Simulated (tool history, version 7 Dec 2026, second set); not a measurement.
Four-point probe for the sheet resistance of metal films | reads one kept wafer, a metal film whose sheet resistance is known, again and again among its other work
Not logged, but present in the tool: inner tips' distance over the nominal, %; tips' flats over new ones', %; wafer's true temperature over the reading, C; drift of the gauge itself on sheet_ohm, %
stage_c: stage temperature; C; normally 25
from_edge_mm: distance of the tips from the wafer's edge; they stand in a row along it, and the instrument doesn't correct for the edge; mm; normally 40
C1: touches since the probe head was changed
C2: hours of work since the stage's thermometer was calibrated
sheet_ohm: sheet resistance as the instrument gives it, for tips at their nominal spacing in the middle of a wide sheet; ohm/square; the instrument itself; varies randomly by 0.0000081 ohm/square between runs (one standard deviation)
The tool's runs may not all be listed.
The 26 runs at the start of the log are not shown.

run 27 day=65.725 | stage_c=27 from_edge_mm=57 | C1=74719 C2=976 | sheet_ohm=0.040955
run 28 day=69.271 | stage_c=25 from_edge_mm=7 | C1=76034 C2=1019 | sheet_ohm=0.041043
run 29 day=71.95 | stage_c=25 from_edge_mm=7 | C1=77028 C2=1052 | sheet_ohm=0.041041
run 30 day=75.379 | stage_c=34 from_edge_mm=31 | C1=78301 C2=1093 | sheet_ohm=0.041029
run 31 day=78.204 | stage_c=34 from_edge_mm=31 | C1=79348 C2=1128 | sheet_ohm=0.041039
run 32 day=81.575 | stage_c=34 from_edge_mm=31 | C1=80599 C2=1168 | sheet_ohm=0.041045
run 33 day=83.004 | stage_c=32 from_edge_mm=65 | C1=81130 C2=1186 | sheet_ohm=0.041012
run 34 day=85.8 | stage_c=26 from_edge_mm=7 | C1=82168 C2=1220 | sheet_ohm=0.041053
run 35 day=88.108 | stage_c=28 from_edge_mm=12 | C1=83023 C2=1248 | sheet_ohm=0.041015
run 36 day=91.375 | stage_c=31 from_edge_mm=50 | C1=84236 C2=1288 | sheet_ohm=0.041022
run 37 day=94.825 | stage_c=31 from_edge_mm=50 | C1=85515 C2=1329 | sheet_ohm=0.041011
run 38 day=97.054 | stage_c=21 from_edge_mm=21 | C1=86342 C2=1357 | sheet_ohm=0.040929
run 39 day=99.975 | stage_c=20 from_edge_mm=9 | C1=87426 C2=1392 | sheet_ohm=0.04098
run 40 day=102.258 | stage_c=20 from_edge_mm=9 | C1=88273 C2=1420 | sheet_ohm=0.040966
run 41 day=105.762 | stage_c=24 from_edge_mm=22 | C1=89573 C2=1462 | sheet_ohm=0.040962

Alternative continuations, all from the tool just after run 41; predict every row:
run A day=107.892 | stage_c=25 from_edge_mm=4 | C1=90364 C2=1488 | sheet_ohm=?
run B day=107.892 | stage_c=21 from_edge_mm=8 | C1=90364 C2=1488 | sheet_ohm=?
run C day=107.892 | stage_c=25 from_edge_mm=58 | C1=90364 C2=1488 | sheet_ohm=?
run D day=107.892 | stage_c=23 from_edge_mm=19 | C1=90364 C2=1488 | sheet_ohm=?

run=A sheet_ohm=0.041291
run=B sheet_ohm=0.040994
run=C sheet_ohm=0.040958
run=D sheet_ohm=0.040955
What these runs would have given with no unlogged condition in the tool:
run=A sheet_ohm=0.041054
run=B sheet_ohm=0.04076
run=C sheet_ohm=0.040722
run=D sheet_ohm=0.04072

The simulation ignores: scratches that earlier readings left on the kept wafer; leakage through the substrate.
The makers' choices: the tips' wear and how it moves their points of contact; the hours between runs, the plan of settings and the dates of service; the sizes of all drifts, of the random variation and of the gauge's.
